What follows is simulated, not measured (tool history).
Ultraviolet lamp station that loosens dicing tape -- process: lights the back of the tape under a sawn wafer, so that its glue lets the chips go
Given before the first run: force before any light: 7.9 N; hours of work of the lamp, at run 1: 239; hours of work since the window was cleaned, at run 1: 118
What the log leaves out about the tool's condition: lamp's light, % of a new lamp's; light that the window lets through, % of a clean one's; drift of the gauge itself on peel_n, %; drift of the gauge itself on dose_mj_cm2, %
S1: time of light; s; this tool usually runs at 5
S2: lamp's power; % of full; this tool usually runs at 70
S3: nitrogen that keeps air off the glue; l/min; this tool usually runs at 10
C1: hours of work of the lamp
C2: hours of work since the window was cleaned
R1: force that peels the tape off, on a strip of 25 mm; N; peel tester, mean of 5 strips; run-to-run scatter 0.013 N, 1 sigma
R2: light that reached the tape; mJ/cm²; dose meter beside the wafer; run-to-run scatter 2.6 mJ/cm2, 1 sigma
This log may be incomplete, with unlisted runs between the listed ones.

run	day	S1	S2	S3	C1	C2	R1	R2
1	0.000	5	70	10	239	118	0.902	271
2	0.371	5	70	6	245	124	1.309	269
3	0.617	5	70	6	249	128	1.260	263
4	0.988	5	70	6	255	134	1.291	266
5	1.196	3	70	6	259	137	2.616	158
6	1.525	3	70	6	264	143	2.595	161
7	1.796	3	70	6	268	147	2.635	157
8	2.100	3	77	6	273	152	2.384	171
9	2.400	3	70	10	278	157	2.145	154
10	2.654	3	70	10	282	161	2.145	151
11	2.850	3	70	10	285	164	2.204	156
12	3.154	3	70	10	290	169	2.321	149
13	3.533	5	70	10	297	175	1.010	251
14	3.733	5	72	10	300	179	1.027	259
15	4.071	5	72	10	305	184	1.013	253
16	4.417	5	72	10	311	190	1.003	251
17	4.783	5	72	10	317	196	1.025	255
18	5.067	5	72	10	321	200	1.057	251
19	5.321	5	72	10	326	204	1.047	251
20	5.533	5	72	10	329	208	1.089	250
21	5.912	5	70	10	335	214	1.142	243
22	6.129	6	90	10	339	218	0.500	369
# day 6.183: window cleaned of glue's vapour
23	6.479	6	95	12	344	5	0.504	345

Forecast run 24:
24	6.725	5	70	7	348	9	?	?

Run 24 gave R1 1.669 N, R2 210 mJ/cm².
Were there no unlogged condition in the tool, this run, its random variation unchanged, would have produced R1 0.760 N, R2 333 mJ/cm².

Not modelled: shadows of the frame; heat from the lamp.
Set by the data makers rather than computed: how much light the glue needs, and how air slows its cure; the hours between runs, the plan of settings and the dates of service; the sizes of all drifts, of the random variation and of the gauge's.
